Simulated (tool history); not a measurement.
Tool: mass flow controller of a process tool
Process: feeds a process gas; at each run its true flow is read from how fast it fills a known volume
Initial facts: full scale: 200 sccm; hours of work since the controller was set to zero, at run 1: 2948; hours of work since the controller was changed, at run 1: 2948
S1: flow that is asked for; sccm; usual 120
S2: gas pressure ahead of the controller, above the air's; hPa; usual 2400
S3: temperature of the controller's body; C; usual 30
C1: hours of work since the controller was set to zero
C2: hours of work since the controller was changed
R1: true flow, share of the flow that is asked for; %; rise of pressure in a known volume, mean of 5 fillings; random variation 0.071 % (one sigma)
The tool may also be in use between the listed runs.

| run | day | S1 | S2 | S3 | C1 | C2 | R1 |
|---|---|---|---|---|---|---|---|
| 1 | 0.000 | 120 | 2400 | 30 | 2948 | 2948 | 101.39 |
| 2 | 4.058 | 175 | 2400 | 30 | 3011 | 3011 | 101.10 |
| 3 | 6.062 | 175 | 1580 | 30 | 3043 | 3043 | 101.46 |
| 4 | 8.967 | 175 | 1580 | 20 | 3088 | 3088 | 100.60 |
| 5 | 11.388 | 175 | 1580 | 20 | 3126 | 3126 | 100.51 |
| 6 | 13.888 | 120 | 2400 | 30 | 3165 | 3165 | 101.43 |
| 7 | 16.454 | 120 | 2400 | 30 | 3205 | 3205 | 101.40 |
| 8 | 20.633 | 120 | 2400 | 36 | 3271 | 3271 | 101.93 |
| 9 | 25.275 | 120 | 2400 | 36 | 3344 | 3344 | 101.95 |
| 10 | 28.829 | 120 | 2400 | 36 | 3399 | 3399 | 102.08 |
| 11 | 33.529 | 120 | 2400 | 36 | 3473 | 3473 | 101.98 |
| 12 | 36.342 | 38 | 2400 | 30 | 3517 | 3517 | 104.76 |
| 13 | 39.812 | 120 | 2400 | 30 | 3571 | 3571 | 101.61 |
| 14 | 41.892 | 120 | 2400 | 30 | 3604 | 3604 | 101.57 |
| 15 | 45.521 | 120 | 2400 | 30 | 3660 | 3660 | 101.55 |
| 16 | 48.967 | 120 | 2010 | 30 | 3714 | 3714 | 101.85 |
| 17 | 52.079 | 120 | 2010 | 30 | 3763 | 3763 | 101.69 |
| 18 | 55.000 | 120 | 2400 | 30 | 3809 | 3809 | 101.69 |
| 19 | 57.217 | 120 | 2400 | 30 | 3844 | 3844 | 101.68 |
| 20 | 61.742 | 120 | 2400 | 30 | 3914 | 3914 | 101.74 |
| 21 | 65.792 | 120 | 1950 | 30 | 3978 | 3978 | 101.85 |
| 22 | 68.383 | 120 | 1950 | 30 | 4018 | 4018 | 102.00 |
| 23 | 71.317 | 120 | 2400 | 30 | 4064 | 4064 | 101.73 |
| 24 | 73.558 | 120 | 2400 | 38 | 4099 | 4099 | 102.41 |
| 25 | 78.217 | 197 | 1570 | 30 | 4172 | 4172 | 101.63 |
| 26 | 80.154 | 197 | 1570 | 30 | 4203 | 4203 | 101.57 |
| 27 | 82.558 | 197 | 1570 | 30 | 4240 | 4240 | 101.54 |
| 28 | 84.954 | 73 | 2430 | 27 | 4278 | 4278 | 102.71 |
| 29 | 87.808 | 23 | 2050 | 39 | 4322 | 4322 | 110.88 |
|  | 88.162 | controller's zero set anew |
| 30 | 90.262 | 23 | 2050 | 39 | 33 | 4360 | 117.41 |
| 31 | 94.829 | 70 | 1520 | 30 | 104 | 4432 | 105.73 |

Run 32 comes next. What will it give?
| 32 | 97.933 | 94 | 2490 | 33 | 153 | 4480 | ? |

{"run 32": {"R1": 104.2}}
Were there no unlogged condition in the tool, this run, its random variation unchanged, would have produced R1 100.23 %.

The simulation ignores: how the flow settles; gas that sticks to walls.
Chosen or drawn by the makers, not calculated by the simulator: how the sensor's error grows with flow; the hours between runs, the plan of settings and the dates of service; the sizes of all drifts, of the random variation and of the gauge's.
